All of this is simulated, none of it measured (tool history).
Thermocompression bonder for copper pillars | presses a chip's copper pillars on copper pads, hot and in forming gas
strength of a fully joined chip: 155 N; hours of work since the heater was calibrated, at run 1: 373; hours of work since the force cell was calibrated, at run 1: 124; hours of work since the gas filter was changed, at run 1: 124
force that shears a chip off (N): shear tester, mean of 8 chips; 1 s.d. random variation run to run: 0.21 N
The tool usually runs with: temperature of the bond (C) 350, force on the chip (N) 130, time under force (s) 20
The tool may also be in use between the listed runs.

run   hour  temperature of the bond (C)  force on the chip (N)  time under force (s)  hours of work since the heater was calibrated  hours of work since the force cell was calibrated  hours of work since the gas filter was changed  force that shears a chip off (N)
  1      0                          350                    130                    20                                            373                                                124                                             124                              65.6
  2   14.7                          337                    130                    20                                            380                                                131                                             131                              56.7
      23.2  -- forming gas filter changed
  3   29.4                          337                    130                    20                                            387                                                138                                               3                              58.6
  4   45.7                          350                    130                    54                                            395                                                146                                              11                              94.7
  5   55.3                          350                    130                    54                                            399                                                150                                              15                              94.5
  6   63.2                          350                    130                    54                                            403                                                154                                              19                              94.5
  7   71.7                          350                    146                    20                                            407                                                158                                              23                              71.9
      74.7  -- force cell calibrated
  8     89                          350                    146                    20                                            414                                                  7                                              30                              71.2
  9  105.6                          350                    130                    20                                            422                                                 15                                              38                              67.6
 10  116.3                          367                     92                    42                                            427                                                 20                                              43                              87.9
     123.3  -- force cell calibrated, once more
 11  125.9                          367                     92                    42                                            431                                                  1                                              47                              88.2

What will run 12 give?
 12  137.8                          343                    130                    48                                            437                                                  7                                              52                                 ?

Run 12 produced force that shears a chip off (N) 85.5.
Were there no unlogged condition in the tool, this run, its random variation unchanged, would have produced force that shears a chip off (N) 84.2.
